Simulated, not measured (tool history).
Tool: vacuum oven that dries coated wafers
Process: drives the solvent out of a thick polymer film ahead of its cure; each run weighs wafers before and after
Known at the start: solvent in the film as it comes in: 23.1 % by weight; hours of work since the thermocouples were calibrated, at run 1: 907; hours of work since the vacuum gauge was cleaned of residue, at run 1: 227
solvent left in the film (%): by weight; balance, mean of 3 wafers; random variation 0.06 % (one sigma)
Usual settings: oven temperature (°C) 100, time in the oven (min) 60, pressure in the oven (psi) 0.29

run    hour  oven temperature (°C)  time in the oven (min)  pressure in the oven (psi)  hours of work since the thermocouples were calibrated  hours of work since the vacuum gauge was cleaned of residue  solvent left in the film (%)
  1       0                    100                      60                        0.29                                                    907                                                          227                          3.97
  2    32.5                    100                      60                        0.64                                                    921                                                          241                           4.6
  3    77.9                    100                      60                        0.29                                                    940                                                          260                          3.94
  4   115.4                    100                      60                        0.29                                                    955                                                          275                          3.87
  5   167.9                    100                      60                        0.29                                                    977                                                          297                          3.97
  6   192.7                     87                      60                        0.29                                                    987                                                          307                          8.76
  7   224.8                     87                      60                        0.29                                                   1001                                                          321                          8.94
  8   276.3                     87                      60                       0.241                                                   1022                                                          342                          8.76
  9   326.9                    100                      60                        0.29                                                   1044                                                          364                          3.94
 10   374.4                    100                      60                        0.29                                                   1063                                                          383                          4.05
 11   402.3                    100                     103                        0.29                                                   1075                                                          395                          1.65
 12   426.3                    100                     103                        0.29                                                   1085                                                          405                          1.77
 13   478.5                    100                      74                        0.29                                                   1107                                                          427                          2.92
 14   519.5                    100                      74                        0.29                                                   1124                                                          444                          2.97
 15   542.1                    100                      74                        0.29                                                   1133                                                          453                          2.94
 16   575.8                    100                     100                        0.29                                                   1147                                                          467                           1.8
 17     605                    100                      39                       0.157                                                   1160                                                          480                          6.44
 18   656.3                    100                      39                       0.157                                                   1181                                                          501                          6.48
 19   701.2                    114                      39                       0.157                                                   1200                                                          520                          2.23
 20   728.9                    100                     106                        0.29                                                   1211                                                          531                          1.62
 21   780.4                     95                      53                       0.715                                                   1233                                                          553                          7.58
 22   824.1                    100                      53                       0.273                                                   1251                                                          571                          4.77
 23   846.3                     85                     100                       1.043                                                   1260                                                          580                          9.22
 24   884.5                    100                      87                        0.29                                                   1276                                                          596                          2.46
 25   916.4                    100                      87                        0.29                                                   1290                                                          610                          2.36
 26   950.4                    100                      87                       0.422                                                   1304                                                          624                          2.85
 27   971.7                    107                      60                       0.608                                                   1313                                                          633                          2.71
 28  1006.4                    100                      95                         0.2                                                   1327                                                          647                          1.87
 29    1049                    100                      95                         0.2                                                   1345                                                          665                          1.89

Forecast each of these 4 alternatives for the next run:
  A  1084.1                    103                      62                       0.528                                                   1360                                                          680                             ?
  B  1084.1                     97                      60                       0.365                                                   1360                                                          680                             ?
  C  1084.1                    100                     102                        0.29                                                   1360                                                          680                             ?
  D  1084.1                    106                     100                       0.386                                                   1360                                                          680                             ?

run  solvent left in the film (%)
  A                          3.59
  B                           5.4
  C                          1.87
  D                          1.21
Without the tool's hidden state the same runs would have given:
run  solvent left in the film (%)
  A                          2.89
  B                           4.5
  C                          1.41
  D                          0.93
